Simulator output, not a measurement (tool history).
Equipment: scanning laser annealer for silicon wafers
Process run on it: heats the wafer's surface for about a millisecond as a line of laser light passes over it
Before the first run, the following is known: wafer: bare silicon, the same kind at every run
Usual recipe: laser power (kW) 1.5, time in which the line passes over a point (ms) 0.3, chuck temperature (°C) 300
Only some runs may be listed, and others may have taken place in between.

run	hour	laser power (kW)	time in which the line passes over a point (ms)	chuck temperature (°C)	highest temperature of the surface (°C)
1	0	1.5	0.3	300	1038
2	46.8	1.5	0.3	300	1036
3	93.1	1.5	0.3	300	1033
4	133.8	1.5	0.3	300	1034
5	168.4	1.5	0.3	300	1037
6	207.5	1.5	0.3	300	1035
7	286.7	1.5	0.3	300	1033
8	346.3	1.359	0.3	300	974
9	404.3	1.5	0.3	315	1058
10	458.4	1.5	0.278	300	1017
11	527.7	1.5	0.299	300	1039
12	607.8	1.5	0.27	300	1004
13	676.2	1.5	0.222	300	945
14	738.4	1.511	0.345	320	1107
15	814.4	1.511	0.345	320	1107
16	854	1.354	0.3	300	965
17	903.4	1.354	0.3	262	926
18	935.8	1.479	0.302	298	1024
19	980.8	1.5	0.3	291	1025
20	1030.1	1.307	0.3	291	931
21	1062.8	1.307	0.3	291	931

Withheld: 1 entry from between the runs. Position of each, and hidden state at the listed run before versus the listed run after:
From run 7 to run 8: window over the wafer cleaned (hour 305.9)
  light that passes the window, % of a clean one's: 98.34 -> 99.52; laser's true power over the reading, %: 0.61 -> 0.62; width of the line over the set one, %: 1.32 -> 1.39
  measured value less the no-hidden-state value, highest temperature of the surface (°C): -13 -> -4

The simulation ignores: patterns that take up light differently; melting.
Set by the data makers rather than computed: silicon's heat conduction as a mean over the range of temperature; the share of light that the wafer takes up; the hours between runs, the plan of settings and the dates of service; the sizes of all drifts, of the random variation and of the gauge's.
